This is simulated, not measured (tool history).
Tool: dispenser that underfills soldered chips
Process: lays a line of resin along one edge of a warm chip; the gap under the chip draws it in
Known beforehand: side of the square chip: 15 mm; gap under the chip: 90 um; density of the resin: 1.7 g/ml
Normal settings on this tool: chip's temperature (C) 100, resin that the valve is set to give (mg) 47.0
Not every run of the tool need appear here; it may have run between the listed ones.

| run | day | chip's temperature (C) | resin that the valve is set to give (mg) | time until the resin shows at the far edge (s) | resin that the valve gave (mg) |
|---|---|---|---|---|---|
| 1 | 0.000 | 100 | 47.0 | 123.8 | 46.37 |
| 2 | 0.238 | 100 | 47.0 | 164.5 | 45.91 |
|  | 0.421 | new syringe of resin |
| 3 | 0.604 | 107 | 47.0 | 101.4 | 45.60 |
| 4 | 0.858 | 109 | 47.0 | 127.2 | 45.25 |
|  | 0.950 | new syringe of resin |
| 5 | 1.192 | 98 | 47.0 | 164.9 | 45.47 |
|  | 1.475 | new syringe of resin |
| 6 | 1.475 | 98 | 47.0 | 120.9 | 44.88 |
|  | 1.654 | dispensing valve cleaned and set on the balance |
| 7 | 1.933 | 100 | 47.0 | 182.7 | 46.48 |
|  | 2.038 | new syringe of resin |
| 8 | 2.333 | 100 | 47.0 | 156.6 | 46.70 |
|  | 2.562 | new syringe of resin |
| 9 | 2.638 | 97 | 59.7 | 131.3 | 58.96 |

Run 10 is up next; what results do you expect?
|  | 3.092 | new syringe of resin |
| 10 | 3.108 | 97 | 59.7 | ? | ? |

{"run 10": {"time until the resin shows at the far edge (s)": 121.1, "resin that the valve gave (mg)": 58.46}}
Were there no unlogged condition in the tool, this run, its random variation unchanged, would have produced time until the resin shows at the far edge (s) 125.6, resin that the valve gave (mg) 59.63.
